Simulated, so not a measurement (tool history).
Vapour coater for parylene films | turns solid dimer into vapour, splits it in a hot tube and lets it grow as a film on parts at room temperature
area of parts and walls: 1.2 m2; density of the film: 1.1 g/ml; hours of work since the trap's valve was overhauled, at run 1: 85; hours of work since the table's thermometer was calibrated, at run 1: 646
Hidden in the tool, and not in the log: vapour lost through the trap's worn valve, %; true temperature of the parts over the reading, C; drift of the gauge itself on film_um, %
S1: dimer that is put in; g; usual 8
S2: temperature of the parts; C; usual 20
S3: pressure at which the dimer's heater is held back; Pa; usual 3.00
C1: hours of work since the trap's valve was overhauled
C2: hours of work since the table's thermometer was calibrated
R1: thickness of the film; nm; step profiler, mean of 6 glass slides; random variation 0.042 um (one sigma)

{"run": 1, "day": 0.0, "S1": 8, "S2": 20, "S3": 3.0, "C1": 85, "C2": 646, "R1": 4590}
{"run": 2, "day": 1.583, "S1": 8, "S2": 20, "S3": 3.0, "C1": 105, "C2": 665, "R1": 4560}
{"run": 3, "day": 3.196, "S1": 8, "S2": 20, "S3": 3.0, "C1": 124, "C2": 685, "R1": 4590}
{"run": 4, "day": 4.812, "S1": 8, "S2": 20, "S3": 3.0, "C1": 144, "C2": 704, "R1": 4550}
{"run": 5, "day": 6.008, "S1": 8, "S2": 20, "S3": 3.0, "C1": 158, "C2": 719, "R1": 4530}
{"run": 6, "day": 6.783, "S1": 8, "S2": 20, "S3": 3.0, "C1": 167, "C2": 728, "R1": 4510}
{"run": 7, "day": 8.275, "S1": 8, "S2": 20, "S3": 3.0, "C1": 185, "C2": 746, "R1": 4470}
{"day": 8.412, "done": "table's thermometer calibrated"}
{"run": 8, "day": 9.892, "S1": 8, "S2": 20, "S3": 3.0, "C1": 204, "C2": 18, "R1": 4540}
{"run": 9, "day": 11.071, "S1": 8, "S2": 20, "S3": 3.0, "C1": 219, "C2": 32, "R1": 4470}
{"run": 10, "day": 11.933, "S1": 8, "S2": 29, "S3": 3.0, "C1": 229, "C2": 42, "R1": 3420}
{"day": 12.675, "done": "table's thermometer calibrated, once more"}
{"run": 11, "day": 13.462, "S1": 8, "S2": 29, "S3": 3.0, "C1": 247, "C2": 10, "R1": 3400}
{"run": 12, "day": 14.675, "S1": 8, "S2": 29, "S3": 3.0, "C1": 262, "C2": 24, "R1": 3370}
{"run": 13, "day": 15.358, "S1": 12, "S2": 15, "S3": 3.0, "C1": 270, "C2": 32, "R1": 7500}
{"run": 14, "day": 16.9, "S1": 12, "S2": 15, "S3": 3.0, "C1": 288, "C2": 51, "R1": 7460}
{"run": 15, "day": 18.404, "S1": 12, "S2": 13, "S3": 5.12, "C1": 307, "C2": 69, "R1": 6880}
{"run": 16, "day": 20.025, "S1": 12, "S2": 13, "S3": 5.12, "C1": 326, "C2": 89, "R1": 6740}
{"run": 17, "day": 21.254, "S1": 12, "S2": 13, "S3": 5.12, "C1": 341, "C2": 104, "R1": 6850}
{"run": 18, "day": 22.888, "S1": 12, "S2": 13, "S3": 5.12, "C1": 361, "C2": 123, "R1": 6710}
{"run": 19, "day": 24.004, "S1": 13, "S2": 13, "S3": 8.59, "C1": 374, "C2": 137, "R1": 6460}
{"day": 24.579, "done": "trap's valve overhauled"}
{"run": 20, "day": 25.088, "S1": 9, "S2": 20, "S3": 2.31, "C1": 6, "C2": 148, "R1": 5460}
{"run": 21, "day": 26.258, "S1": 9, "S2": 20, "S3": 2.31, "C1": 20, "C2": 162, "R1": 5510}
{"run": 22, "day": 27.404, "S1": 9, "S2": 20, "S3": 2.31, "C1": 34, "C2": 176, "R1": 5360}
{"run": 23, "day": 28.858, "S1": 9, "S2": 20, "S3": 2.31, "C1": 52, "C2": 193, "R1": 5470}

Forecast each of these 4 alternatives for the next run:
{"run": "A", "day": 30.283, "S1": 8, "S2": 19, "S3": 5.62, "C1": 69, "C2": 211, "R1": "?"}
{"run": "B", "day": 30.283, "S1": 9, "S2": 13, "S3": 2.31, "C1": 69, "C2": 211, "R1": "?"}
{"run": "C", "day": 30.283, "S1": 8, "S2": 20, "S3": 2.54, "C1": 69, "C2": 211, "R1": "?"}
{"run": "D", "day": 30.283, "S1": 4, "S2": 13, "S3": 2.31, "C1": 69, "C2": 211, "R1": "?"}

run=A R1=4090
run=B R1=6610
run=C R1=4780
run=D R1=2940
Without the tool's hidden state the same runs would have given:
run=A R1=4160
run=B R1=6730
run=C R1=4860
run=D R1=2990

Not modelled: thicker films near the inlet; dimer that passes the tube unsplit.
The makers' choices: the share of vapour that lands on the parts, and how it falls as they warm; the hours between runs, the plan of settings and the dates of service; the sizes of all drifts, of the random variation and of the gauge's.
